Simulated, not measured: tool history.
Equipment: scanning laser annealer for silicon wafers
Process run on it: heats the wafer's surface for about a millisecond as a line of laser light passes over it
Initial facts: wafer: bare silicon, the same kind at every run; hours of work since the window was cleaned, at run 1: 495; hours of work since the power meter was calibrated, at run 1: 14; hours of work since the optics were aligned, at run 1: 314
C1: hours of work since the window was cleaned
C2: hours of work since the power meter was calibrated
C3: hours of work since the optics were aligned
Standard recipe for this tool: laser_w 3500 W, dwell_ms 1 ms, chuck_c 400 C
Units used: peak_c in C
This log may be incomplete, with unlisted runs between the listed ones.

Run 1, day 0: usual settings; C1 495; C2 14; C3 314. Result: peak_c 1090 C.
Run 2, day 0.517: usual settings but dwell_ms 0.95 ms; C1 500; C2 19; C3 319. Result: peak_c 1073 C.
Run 3, day 0.771: usual settings; C1 503; C2 22; C3 322. Result: peak_c 1088 C.
Run 4, day 1.062: usual settings; C1 506; C2 25; C3 325. Result: peak_c 1090 C.
Run 5, day 1.55: usual settings but laser_w 3757 W; C1 511; C2 30; C3 330. Result: peak_c 1134 C.
Run 6, day 2.062: usual settings but laser_w 3757 W; C1 516; C2 35; C3 335. Result: peak_c 1134 C.
Run 7, day 2.371: usual settings but laser_w 3757 W; C1 519; C2 39; C3 338. Result: peak_c 1137 C.
Run 8, day 2.696: usual settings but laser_w 3757 W; C1 523; C2 42; C3 342. Result: peak_c 1134 C.
Run 9, day 3.071: usual settings but laser_w 3757 W; C1 527; C2 46; C3 346. Result: peak_c 1134 C.
Run 10, day 3.404: usual settings but laser_w 3757 W, dwell_ms 1.08 ms; C1 530; C2 49; C3 349. Result: peak_c 1164 C.
Run 11, day 3.692: usual settings but laser_w 3757 W, dwell_ms 1.08 ms; C1 533; C2 52; C3 352. Result: peak_c 1161 C.
Run 12, day 4.033: usual settings but laser_w 3586 W; C1 537; C2 56; C3 355. Result: peak_c 1101 C.
Run 13, day 4.258: usual settings but laser_w 3586 W; C1 539; C2 58; C3 358. Result: peak_c 1103 C.
Run 14, day 4.621: usual settings but laser_w 3586 W; C1 543; C2 62; C3 362. Result: peak_c 1106 C.
Run 15, day 4.925: usual settings but laser_w 3586 W; C1 546; C2 65; C3 365. Result: peak_c 1103 C.
Run 16, day 5.296: usual settings but laser_w 3586 W, dwell_ms 0.76 ms; C1 550; C2 69; C3 369. Result: peak_c 1019 C.
Run 17, day 5.542: usual settings; C1 552; C2 71; C3 371. Result: peak_c 1089 C.
Run 18, day 5.992: usual settings; C1 557; C2 76; C3 376. Result: peak_c 1090 C.
Run 19, day 6.271: usual settings; C1 560; C2 79; C3 379. Result: peak_c 1088 C.
Run 20, day 6.667: usual settings; C1 564; C2 83; C3 383. Result: peak_c 1088 C.
Run 21, day 6.879: usual settings but chuck_c 369 C; C1 566; C2 85; C3 385. Result: peak_c 1056 C.
Run 22, day 7.279: usual settings but chuck_c 414 C; C1 570; C2 89; C3 389. Result: peak_c 1101 C.
Run 23, day 7.688: usual settings but dwell_ms 1.2 ms, chuck_c 370 C; C1 574; C2 93; C3 393. Result: peak_c 1116 C.
Run 24, day 8.175: usual settings but dwell_ms 1.2 ms, chuck_c 370 C; C1 579; C2 99; C3 398. Result: peak_c 1116 C.
Run 25, day 8.658: usual settings but dwell_ms 1.2 ms, chuck_c 370 C; C1 584; C2 104; C3 403. Result: peak_c 1118 C.
Run 26, day 9.179: usual settings but dwell_ms 1.2 ms, chuck_c 370 C; C1 590; C2 109; C3 409. Result: peak_c 1115 C.
Run 27, day 9.679: usual settings but dwell_ms 1.03 ms, chuck_c 376 C; C1 595; C2 114; C3 414. Result: peak_c 1072 C.
Run 28, day 9.921: usual settings but laser_w 3039 W, chuck_c 430 C; C1 597; C2 117; C3 416. Result: peak_c 1034 C.
Run 29, day 10.325: usual settings but laser_w 3039 W, chuck_c 430 C; C1 602; C2 121; C3 420. Result: peak_c 1033 C.
Run 30, day 10.625: usual settings but laser_w 3039 W, chuck_c 430 C; C1 605; C2 124; C3 424. Result: peak_c 1031 C.
Run 31, day 10.917: usual settings but laser_w 3557 W, chuck_c 380 C; C1 608; C2 127; C3 427. Result: peak_c 1076 C.
Run 32, day 11.396: usual settings but laser_w 3294 W, dwell_ms 0.79 ms, chuck_c 438 C; C1 613; C2 132; C3 432. Result: peak_c 1020 C.
Run 33, day 11.667: usual settings but laser_w 3294 W, dwell_ms 0.79 ms, chuck_c 438 C; C1 615; C2 135; C3 434. Result: peak_c 1017 C.
Run 34, day 11.908: usual settings but laser_w 3294 W, dwell_ms 0.79 ms, chuck_c 438 C; C1 618; C2 137; C3 437. Result: peak_c 1018 C.
Run 35, day 12.325: usual settings but laser_w 3294 W, dwell_ms 0.94 ms, chuck_c 365 C; C1 622; C2 141; C3 441. Result: peak_c 995 C.
Run 36, day 12.612: usual settings but laser_w 3294 W, dwell_ms 0.94 ms, chuck_c 365 C; C1 625; C2 144; C3 444. Result: peak_c 995 C.
Run 37, day 12.917: usual settings but laser_w 3294 W, dwell_ms 0.94 ms, chuck_c 365 C; C1 628; C2 148; C3 447. Result: peak_c 995 C.
Run 38, day 13.217: usual settings but laser_w 3443 W, dwell_ms 1.17 ms, chuck_c 365 C; C1 631; C2 151; C3 450. Result: peak_c 1088 C.
Run 39, day 13.708: usual settings but laser_w 3443 W, dwell_ms 1.17 ms, chuck_c 365 C; C1 636; C2 156; C3 455. Result: peak_c 1090 C.

Branching from run 39: 4 alternative next runs. What would each branch give?
Run A, day 14.142: usual settings but dwell_ms 0.78 ms; C1 641; C2 160; C3 460. Result: peak_c ?.
Run B, day 14.142: usual settings but laser_w 3629 W, dwell_ms 0.78 ms, chuck_c 365 C; C1 641; C2 160; C3 460. Result: peak_c ?.
Run C, day 14.142: usual settings but laser_w 3584 W, dwell_ms 0.83 ms, chuck_c 365 C; C1 641; C2 160; C3 460. Result: peak_c ?.
Run D, day 14.142: usual settings but laser_w 3673 W, dwell_ms 1.22 ms, chuck_c 380 C; C1 641; C2 160; C3 460. Result: peak_c ?.

run  peak_c
  A    1008
  B     996
  C    1006
  D    1164
With no hidden state in the tool, these same runs would have given:
run  peak_c
  A    1035
  B    1024
  C    1034
  D    1199

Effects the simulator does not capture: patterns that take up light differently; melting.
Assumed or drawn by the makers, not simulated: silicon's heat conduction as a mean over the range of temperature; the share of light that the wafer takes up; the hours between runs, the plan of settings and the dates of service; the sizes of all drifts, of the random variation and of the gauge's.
